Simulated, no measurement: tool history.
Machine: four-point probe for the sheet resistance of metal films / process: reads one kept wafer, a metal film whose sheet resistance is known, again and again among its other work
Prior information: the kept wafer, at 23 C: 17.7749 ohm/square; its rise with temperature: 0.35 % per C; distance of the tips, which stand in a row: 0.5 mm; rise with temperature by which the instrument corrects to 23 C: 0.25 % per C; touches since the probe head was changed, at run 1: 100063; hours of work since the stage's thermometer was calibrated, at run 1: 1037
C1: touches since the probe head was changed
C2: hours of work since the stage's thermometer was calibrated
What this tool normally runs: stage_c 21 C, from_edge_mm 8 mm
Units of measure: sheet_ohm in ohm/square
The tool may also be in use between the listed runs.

Run 1, hour 0.0: usual settings; C1 100063; C2 1037. Result: sheet_ohm 17.855693 ohm/square.
Run 2, hour 84.5: usual settings; C1 101917; C2 1091. Result: sheet_ohm 17.851801 ohm/square.
Run 3, hour 137.3: usual settings but stage_c 25 C; C1 103074; C2 1124. Result: sheet_ohm 17.921118 ohm/square.
Run 4, hour 213.3: usual settings but stage_c 25 C; C1 104741; C2 1173. Result: sheet_ohm 17.926559 ohm/square.
Run 5, hour 312.1: usual settings but stage_c 25 C; C1 106908; C2 1236. Result: sheet_ohm 17.922335 ohm/square.
Run 6, hour 395.9: usual settings but from_edge_mm 3 mm; C1 108746; C2 1289. Result: sheet_ohm 18.092333 ohm/square.
Run 7, hour 460.8: usual settings but from_edge_mm 3 mm; C1 110171; C2 1330. Result: sheet_ohm 18.082840 ohm/square.
Run 8, hour 546.4: usual settings but stage_c 30 C, from_edge_mm 4 mm; C1 112048; C2 1385. Result: sheet_ohm 18.130794 ohm/square.
Run 9, hour 651.3: usual settings but stage_c 30 C, from_edge_mm 4 mm; C1 114350; C2 1452. Result: sheet_ohm 18.131901 ohm/square.
Run 10, hour 725.1: usual settings but from_edge_mm 4 mm; C1 115968; C2 1499. Result: sheet_ohm 17.974627 ohm/square.
Run 11, hour 833.7: usual settings but stage_c 20 C, from_edge_mm 4 mm; C1 118350; C2 1568. Result: sheet_ohm 17.960743 ohm/square.
Run 12, hour 918.1: usual settings but stage_c 20 C, from_edge_mm 30 mm; C1 120203; C2 1621. Result: sheet_ohm 17.819846 ohm/square.

Forecast each of these 4 alternatives for the next run:
Run A, hour 1030.3: usual settings but stage_c 34 C, from_edge_mm 6 mm; C1 122663; C2 1693. Result: sheet_ohm ?.
Run B, hour 1030.3: usual settings but stage_c 33 C, from_edge_mm 24 mm; C1 122663; C2 1693. Result: sheet_ohm ?.
Run C, hour 1030.3: usual settings but stage_c 29 C, from_edge_mm 4 mm; C1 122663; C2 1693. Result: sheet_ohm ?.
Run D, hour 1030.3: usual settings but stage_c 19 C, from_edge_mm 34 mm; C1 122663; C2 1693. Result: sheet_ohm ?.

run  sheet_ohm
  A  18.114333
  B  18.039443
  C  18.115607
  D  17.801307
What these runs would have given with no unlogged condition in the tool:
run  sheet_ohm
  A  18.019368
  B  17.944926
  C  18.021125
  D  17.709309
